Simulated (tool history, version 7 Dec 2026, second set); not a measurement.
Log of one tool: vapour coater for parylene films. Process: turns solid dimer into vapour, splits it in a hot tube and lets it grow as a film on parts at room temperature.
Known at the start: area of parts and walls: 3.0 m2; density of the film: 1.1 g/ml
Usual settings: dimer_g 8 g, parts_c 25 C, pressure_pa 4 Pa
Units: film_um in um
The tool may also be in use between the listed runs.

Run 1, hour 0: usual settings. Result: film_um 1.38 um.
Run 2, hour 30.2: usual settings but dimer_g 4 g. Result: film_um 0.69 um.
Run 3, hour 73.8: usual settings but dimer_g 4 g. Result: film_um 0.71 um.
Run 4, hour 126.1: usual settings but dimer_g 4 g. Result: film_um 0.67 um.
Run 5, hour 152.9: usual settings. Result: film_um 1.3 um.
Run 6, hour 200.7: usual settings. Result: film_um 1.3 um.
Run 7, hour 254.8: usual settings. Result: film_um 1.27 um.
Run 8, hour 287.9: usual settings. Result: film_um 1.26 um.
Run 9, hour 320.6: usual settings. Result: film_um 1.24 um.
Run 10, hour 356.9: usual settings but dimer_g 7 g. Result: film_um 1.08 um.
Run 11, hour 383.1: usual settings but parts_c 30 C. Result: film_um 0.95 um.
At hour 399.1: trap's valve overhauled.
Run 12, hour 425.7: usual settings. Result: film_um 1.37 um.
Run 13, hour 460.3: usual settings but parts_c 22 C. Result: film_um 1.58 um.
Run 14, hour 520.3: usual settings but parts_c 22 C. Result: film_um 1.54 um.
Run 15, hour 557.6: usual settings but dimer_g 5 g, parts_c 33 C, pressure_pa 9.97 Pa. Result: film_um 0.44 um.
Run 16, hour 616.1: usual settings but dimer_g 5 g, parts_c 33 C, pressure_pa 9.97 Pa. Result: film_um 0.46 um.
Run 17, hour 646.3: usual settings but dimer_g 5 g, parts_c 26 C, pressure_pa 5.32 Pa. Result: film_um 0.72 um.
Run 18, hour 693.5: usual settings but dimer_g 5 g, parts_c 26 C, pressure_pa 6.1 Pa. Result: film_um 0.71 um.
Run 19, hour 754.4: usual settings but dimer_g 9 g, parts_c 26 C, pressure_pa 6.1 Pa. Result: film_um 1.23 um.
Run 20, hour 783.6: usual settings but dimer_g 3 g, parts_c 24 C, pressure_pa 2.99 Pa. Result: film_um 0.53 um.
At hour 799.6: table's thermometer calibrated.
Run 21, hour 822.1: usual settings but dimer_g 3 g, parts_c 33 C, pressure_pa 2.17 Pa. Result: film_um 0.37 um.
Run 22, hour 855.2: usual settings but dimer_g 10 g, parts_c 33 C, pressure_pa 2.15 Pa. Result: film_um 1.2 um.
At hour 895.3: trap's valve overhauled.
Run 23, hour 909.2: usual settings but dimer_g 6 g, parts_c 22 C, pressure_pa 5.77 Pa. Result: film_um 1.17 um.
Run 24, hour 969: usual settings but dimer_g 6 g, parts_c 22 C, pressure_pa 5.77 Pa. Result: film_um 1.12 um.
Run 25, hour 1027.3: usual settings but dimer_g 4 g, parts_c 33 C, pressure_pa 2.15 Pa. Result: film_um 0.54 um.
Run 26, hour 1072: usual settings but dimer_g 12 g, parts_c 24 C, pressure_pa 4.06 Pa. Result: film_um 2.14 um.

Forecast each of these 3 alternatives for the next run:
Run A, hour 1119.1: usual settings but dimer_g 12 g, parts_c 24 C, pressure_pa 4.66 Pa. Result: film_um ?.
Run B, hour 1119.1: usual settings but parts_c 32 C. Result: film_um ?.
Run C, hour 1119.1: usual settings but dimer_g 5 g, parts_c 34 C, pressure_pa 4.62 Pa. Result: film_um ?.

run  film_um
  A     2.06
  B     0.96
  C     0.51
Without the tool's hidden state the same runs would have given:
run  film_um
  A     2.26
  B     1.05
  C     0.56
